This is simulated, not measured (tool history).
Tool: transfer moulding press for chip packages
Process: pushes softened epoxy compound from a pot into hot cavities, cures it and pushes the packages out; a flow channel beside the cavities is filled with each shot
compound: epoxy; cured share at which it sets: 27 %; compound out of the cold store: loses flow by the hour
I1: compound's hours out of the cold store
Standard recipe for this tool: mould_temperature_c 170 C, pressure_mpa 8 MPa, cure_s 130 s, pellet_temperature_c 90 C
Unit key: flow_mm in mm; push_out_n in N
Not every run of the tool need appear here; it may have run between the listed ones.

{"run": 1, "day": 0.0, "mould_temperature_c": 170, "pressure_mpa": 8, "cure_s": 130, "pellet_temperature_c": 90, "I1": 17.5, "flow_mm": 551, "push_out_n": 502}
{"run": 2, "day": 0.321, "mould_temperature_c": 170, "pressure_mpa": 8, "cure_s": 130, "pellet_temperature_c": 90, "I1": 22.1, "flow_mm": 535, "push_out_n": 487}
{"run": 3, "day": 0.592, "mould_temperature_c": 170, "pressure_mpa": 8, "cure_s": 130, "pellet_temperature_c": 90, "I1": 32.8, "flow_mm": 512, "push_out_n": 491}
{"run": 4, "day": 0.804, "mould_temperature_c": 170, "pressure_mpa": 8, "cure_s": 130, "pellet_temperature_c": 90, "I1": 25.6, "flow_mm": 532, "push_out_n": 489}
{"run": 5, "day": 1.012, "mould_temperature_c": 170, "pressure_mpa": 8, "cure_s": 130, "pellet_temperature_c": 90, "I1": 47.2, "flow_mm": 477, "push_out_n": 492}
{"run": 6, "day": 1.196, "mould_temperature_c": 175, "pressure_mpa": 8, "cure_s": 130, "pellet_temperature_c": 90, "I1": 29, "flow_mm": 503, "push_out_n": 451}
{"run": 7, "day": 1.488, "mould_temperature_c": 175, "pressure_mpa": 8.87, "cure_s": 130, "pellet_temperature_c": 90, "I1": 24.7, "flow_mm": 544, "push_out_n": 453}
{"run": 8, "day": 1.9, "mould_temperature_c": 175, "pressure_mpa": 8.87, "cure_s": 130, "pellet_temperature_c": 90, "I1": 9.8, "flow_mm": 586, "push_out_n": 430}
{"run": 9, "day": 2.254, "mould_temperature_c": 170, "pressure_mpa": 8, "cure_s": 130, "pellet_temperature_c": 90, "I1": 14.4, "flow_mm": 557, "push_out_n": 503}
{"run": 10, "day": 2.6, "mould_temperature_c": 170, "pressure_mpa": 8, "cure_s": 130, "pellet_temperature_c": 90, "I1": 32.7, "flow_mm": 511, "push_out_n": 475}
{"run": 11, "day": 2.858, "mould_temperature_c": 170, "pressure_mpa": 8, "cure_s": 130, "pellet_temperature_c": 90, "I1": 29.9, "flow_mm": 515, "push_out_n": 481}
{"run": 12, "day": 3.158, "mould_temperature_c": 170, "pressure_mpa": 8, "cure_s": 130, "pellet_temperature_c": 90, "I1": 20.9, "flow_mm": 538, "push_out_n": 499}
{"run": 13, "day": 3.471, "mould_temperature_c": 170, "pressure_mpa": 8, "cure_s": 130, "pellet_temperature_c": 90, "I1": 28.2, "flow_mm": 519, "push_out_n": 493}
{"run": 14, "day": 3.854, "mould_temperature_c": 170, "pressure_mpa": 8, "cure_s": 130, "pellet_temperature_c": 90, "I1": 11.9, "flow_mm": 565, "push_out_n": 493}
{"run": 15, "day": 4.071, "mould_temperature_c": 170, "pressure_mpa": 8, "cure_s": 130, "pellet_temperature_c": 90, "I1": 14.2, "flow_mm": 569, "push_out_n": 494}
{"run": 16, "day": 4.454, "mould_temperature_c": 170, "pressure_mpa": 8, "cure_s": 130, "pellet_temperature_c": 90, "I1": 16.6, "flow_mm": 554, "push_out_n": 495}
{"run": 17, "day": 4.683, "mould_temperature_c": 166, "pressure_mpa": 7.43, "cure_s": 143, "pellet_temperature_c": 98, "I1": 25.3, "flow_mm": 507, "push_out_n": 531}
{"run": 18, "day": 5.008, "mould_temperature_c": 168, "pressure_mpa": 8.75, "cure_s": 143, "pellet_temperature_c": 98, "I1": 32.6, "flow_mm": 535, "push_out_n": 471}
{"run": 19, "day": 5.308, "mould_temperature_c": 175, "pressure_mpa": 7.5, "cure_s": 130, "pellet_temperature_c": 90, "I1": 46.7, "flow_mm": 456, "push_out_n": 424}
{"run": 20, "day": 5.704, "mould_temperature_c": 164, "pressure_mpa": 8, "cure_s": 142, "pellet_temperature_c": 90, "I1": 18.2, "flow_mm": 570, "push_out_n": 582}
{"run": 21, "day": 5.929, "mould_temperature_c": 164, "pressure_mpa": 8, "cure_s": 142, "pellet_temperature_c": 90, "I1": 29.6, "flow_mm": 531, "push_out_n": 578}
{"run": 22, "day": 6.292, "mould_temperature_c": 164, "pressure_mpa": 8, "cure_s": 142, "pellet_temperature_c": 90, "I1": 26.6, "flow_mm": 536, "push_out_n": 548}
{"run": 23, "day": 6.542, "mould_temperature_c": 176, "pressure_mpa": 7.34, "cure_s": 142, "pellet_temperature_c": 98, "I1": 47.8, "flow_mm": 443, "push_out_n": 417}
{"run": 24, "day": 6.896, "mould_temperature_c": 163, "pressure_mpa": 7.34, "cure_s": 164, "pellet_temperature_c": 98, "I1": 33.5, "flow_mm": 499, "push_out_n": 489}
{"run": 25, "day": 7.129, "mould_temperature_c": 163, "pressure_mpa": 7.34, "cure_s": 164, "pellet_temperature_c": 98, "I1": 26.5, "flow_mm": 517, "push_out_n": 504}
{"run": 26, "day": 7.425, "mould_temperature_c": 175, "pressure_mpa": 7.34, "cure_s": 149, "pellet_temperature_c": 87, "I1": 33.1, "flow_mm": 475, "push_out_n": 425}
{"run": 27, "day": 7.721, "mould_temperature_c": 170, "pressure_mpa": 8.46, "cure_s": 130, "pellet_temperature_c": 90, "I1": 21.7, "flow_mm": 550, "push_out_n": 490}
{"run": 28, "day": 8.042, "mould_temperature_c": 170, "pressure_mpa": 8.46, "cure_s": 130, "pellet_temperature_c": 90, "I1": 37.2, "flow_mm": 521, "push_out_n": 471}
{"run": 29, "day": 8.271, "mould_temperature_c": 170, "pressure_mpa": 8.46, "cure_s": 130, "pellet_temperature_c": 90, "I1": 8.2, "flow_mm": 589, "push_out_n": 482}

Removed from this log: 1 entry logged between the listed runs. Between which two listed runs does each belong, and how does the tool's hidden state at the listed run before it compare with that at the listed run after it?
Logged between run 18 and run 19: cavities cleaned with cleaning compound and waxed (day 5.296)
  grip of the stained cavities, % over clean ones': 1.3 -> 0
